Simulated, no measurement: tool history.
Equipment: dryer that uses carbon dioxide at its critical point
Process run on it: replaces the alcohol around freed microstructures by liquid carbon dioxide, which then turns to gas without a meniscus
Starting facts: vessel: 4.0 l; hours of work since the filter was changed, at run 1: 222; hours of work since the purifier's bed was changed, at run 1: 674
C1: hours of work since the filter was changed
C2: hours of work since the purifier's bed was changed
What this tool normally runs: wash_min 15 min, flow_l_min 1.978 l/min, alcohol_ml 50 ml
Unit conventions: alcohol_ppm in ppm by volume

Run 1, hour 0.0: usual settings; C1 222; C2 674. Result: alcohol_ppm 106 ppm by volume.
At hour 7.4: inlet filter changed.
Run 2, hour 38.6: usual settings; C1 21; C2 700. Result: alcohol_ppm 84 ppm by volume.
Run 3, hour 58.6: usual settings; C1 34; C2 713. Result: alcohol_ppm 80 ppm by volume.
Run 4, hour 98.5: usual settings but flow_l_min 3.000 l/min; C1 61; C2 740. Result: alcohol_ppm 76 ppm by volume.
Run 5, hour 130.2: usual settings but flow_l_min 3.000 l/min; C1 83; C2 761. Result: alcohol_ppm 77 ppm by volume.
Run 6, hour 154.2: usual settings but flow_l_min 3.000 l/min; C1 99; C2 777. Result: alcohol_ppm 65 ppm by volume.
Run 7, hour 174.0: usual settings; C1 112; C2 791. Result: alcohol_ppm 94 ppm by volume.
Run 8, hour 209.0: usual settings; C1 135; C2 814. Result: alcohol_ppm 101 ppm by volume.
Run 9, hour 232.2: usual settings; C1 151; C2 830. Result: alcohol_ppm 111 ppm by volume.
Run 10, hour 264.4: usual settings but flow_l_min 1.220 l/min; C1 173; C2 851. Result: alcohol_ppm 421 ppm by volume.
Run 11, hour 298.8: usual settings but wash_min 16 min; C1 196; C2 875. Result: alcohol_ppm 98 ppm by volume.
Run 12, hour 338.1: usual settings; C1 222; C2 901. Result: alcohol_ppm 120 ppm by volume.
At hour 345.0: inlet filter changed.
Run 13, hour 379.8: usual settings but alcohol_ml 88 ml; C1 23; C2 928. Result: alcohol_ppm 124 ppm by volume.
Run 14, hour 411.1: usual settings but flow_l_min 1.820 l/min; C1 44; C2 949. Result: alcohol_ppm 113 ppm by volume.
Run 15, hour 450.8: usual settings; C1 71; C2 976. Result: alcohol_ppm 109 ppm by volume.
Run 16, hour 482.1: usual settings but flow_l_min 1.730 l/min; C1 92; C2 997. Result: alcohol_ppm 147 ppm by volume.
Run 17, hour 502.6: usual settings but wash_min 13 min, flow_l_min 1.730 l/min; C1 106; C2 1011. Result: alcohol_ppm 208 ppm by volume.
Run 18, hour 524.6: usual settings but flow_l_min 2.140 l/min; C1 121; C2 1026. Result: alcohol_ppm 98 ppm by volume.
Run 19, hour 557.3: usual settings but flow_l_min 2.140 l/min; C1 143; C2 1048. Result: alcohol_ppm 108 ppm by volume.
Run 20, hour 593.3: usual settings but wash_min 10 min, flow_l_min 2.350 l/min, alcohol_ml 42 ml; C1 167; C2 1072. Result: alcohol_ppm 186 ppm by volume.
Run 21, hour 634.6: usual settings but wash_min 10 min, flow_l_min 2.350 l/min, alcohol_ml 24 ml; C1 195; C2 1099. Result: alcohol_ppm 154 ppm by volume.
Run 22, hour 670.1: usual settings but flow_l_min 1.530 l/min, alcohol_ml 35 ml; C1 218; C2 1123. Result: alcohol_ppm 209 ppm by volume.
At hour 680.7: inlet filter changed.
Run 23, hour 709.2: usual settings but wash_min 10 min; C1 19; C2 1149. Result: alcohol_ppm 263 ppm by volume.
Run 24, hour 744.0: usual settings but wash_min 18 min, flow_l_min 3.090 l/min, alcohol_ml 115 ml; C1 43; C2 1172. Result: alcohol_ppm 96 ppm by volume.
Run 25, hour 786.0: usual settings but wash_min 18 min, flow_l_min 1.230 l/min, alcohol_ml 24 ml; C1 71; C2 1201. Result: alcohol_ppm 158 ppm by volume.
Run 26, hour 815.3: usual settings but flow_l_min 2.850 l/min, alcohol_ml 91 ml; C1 90; C2 1220. Result: alcohol_ppm 98 ppm by volume.
Run 27, hour 854.6: usual settings but wash_min 11 min, flow_l_min 2.850 l/min, alcohol_ml 91 ml; C1 117; C2 1247. Result: alcohol_ppm 133 ppm by volume.
Run 28, hour 873.3: usual settings but wash_min 11 min, flow_l_min 2.850 l/min, alcohol_ml 91 ml; C1 129; C2 1259. Result: alcohol_ppm 149 ppm by volume.
Run 29, hour 891.7: usual settings but wash_min 11 min, flow_l_min 2.390 l/min, alcohol_ml 59 ml; C1 142; C2 1272. Result: alcohol_ppm 174 ppm by volume.
Run 30, hour 922.0: usual settings but wash_min 11 min, flow_l_min 2.390 l/min, alcohol_ml 59 ml; C1 162; C2 1292. Result: alcohol_ppm 186 ppm by volume.
Run 31, hour 939.9: usual settings but wash_min 10 min, flow_l_min 3.210 l/min, alcohol_ml 33 ml; C1 174; C2 1304. Result: alcohol_ppm 125 ppm by volume.
Run 32, hour 966.8: usual settings but wash_min 10 min, flow_l_min 3.210 l/min, alcohol_ml 33 ml; C1 192; C2 1322. Result: alcohol_ppm 127 ppm by volume.
Run 33, hour 1008.7: usual settings but wash_min 12 min, flow_l_min 1.900 l/min, alcohol_ml 77 ml; C1 220; C2 1350. Result: alcohol_ppm 359 ppm by volume.
At hour 1015.6: inlet filter changed.
Run 34, hour 1035.2: usual settings but wash_min 12 min, flow_l_min 1.900 l/min, alcohol_ml 77 ml; C1 13; C2 1367. Result: alcohol_ppm 246 ppm by volume.
At hour 1057.5: purifier's bed changed.
Run 35, hour 1077.4: usual settings but wash_min 14 min, flow_l_min 1.820 l/min; C1 40; C2 13. Result: alcohol_ppm 66 ppm by volume.

Expected results for the next run?
Run 36, hour 1098.4: usual settings but wash_min 14 min, flow_l_min 1.820 l/min; C1 54; C2 27. Result: alcohol_ppm ?.

Run 36 gave alcohol_ppm 64 ppm by volume.
Take away the tool's hidden state, keep the run-to-run variation as it was, and the same run would have given alcohol_ppm 51 ppm by volume.
